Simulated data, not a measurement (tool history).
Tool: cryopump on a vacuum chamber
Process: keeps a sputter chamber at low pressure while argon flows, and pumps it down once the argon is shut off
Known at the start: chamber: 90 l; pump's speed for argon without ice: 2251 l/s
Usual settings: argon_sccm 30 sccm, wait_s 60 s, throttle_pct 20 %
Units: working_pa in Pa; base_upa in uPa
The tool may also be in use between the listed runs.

| run | day | argon_sccm | wait_s | throttle_pct | working_pa | base_upa |
|---|---|---|---|---|---|---|
| 1 | 0.000 | 30 | 60 | 20 | 0.1148 | 1.02 |
| 2 | 1.908 | 39 | 60 | 20 | 0.1482 | 1.02 |
| 3 | 3.229 | 39 | 60 | 20 | 0.1488 | 0.99 |
| 4 | 5.021 | 30 | 60 | 20 | 0.1148 | 1.01 |
| 5 | 6.317 | 59 | 60 | 20 | 0.2262 | 0.99 |
| 6 | 8.058 | 30 | 39 | 20 | 0.1142 | 1.16 |
| 7 | 9.800 | 30 | 39 | 20 | 0.1151 | 1.23 |
| 8 | 11.071 | 24 | 60 | 20 | 0.0921 | 1.07 |
| 9 | 12.796 | 24 | 60 | 20 | 0.0923 | 1.06 |
| 10 | 13.904 | 30 | 60 | 20 | 0.1154 | 1.12 |
| 11 | 15.838 | 14 | 60 | 20 | 0.0532 | 1.07 |
| 12 | 17.288 | 30 | 40 | 20 | 0.1154 | 1.30 |
| 13 | 19.171 | 30 | 40 | 20 | 0.1160 | 1.30 |
| 14 | 20.662 | 30 | 40 | 20 | 0.1166 | 1.27 |
| 15 | 22.592 | 30 | 40 | 20 | 0.1165 | 1.29 |
| 16 | 24.729 | 30 | 60 | 20 | 0.1165 | 1.10 |
| 17 | 26.779 | 30 | 60 | 20 | 0.1175 | 1.16 |
| 18 | 28.104 | 30 | 60 | 20 | 0.1168 | 1.20 |
| 19 | 29.350 | 26 | 44 | 19 | 0.1061 | 1.31 |
| 20 | 30.996 | 26 | 44 | 21 | 0.0974 | 1.28 |

The next listed run, before its measurement:
|  | 31.854 | pump warmed up, emptied and cooled again |
| 21 | 32.946 | 30 | 21 | 21 | ? | ? |

Run 21 gave working_pa 0.1080 Pa, base_upa 1.78 uPa.
Without the tool's hidden state the same run would have given working_pa 0.1075 Pa, base_upa 1.20 uPa.

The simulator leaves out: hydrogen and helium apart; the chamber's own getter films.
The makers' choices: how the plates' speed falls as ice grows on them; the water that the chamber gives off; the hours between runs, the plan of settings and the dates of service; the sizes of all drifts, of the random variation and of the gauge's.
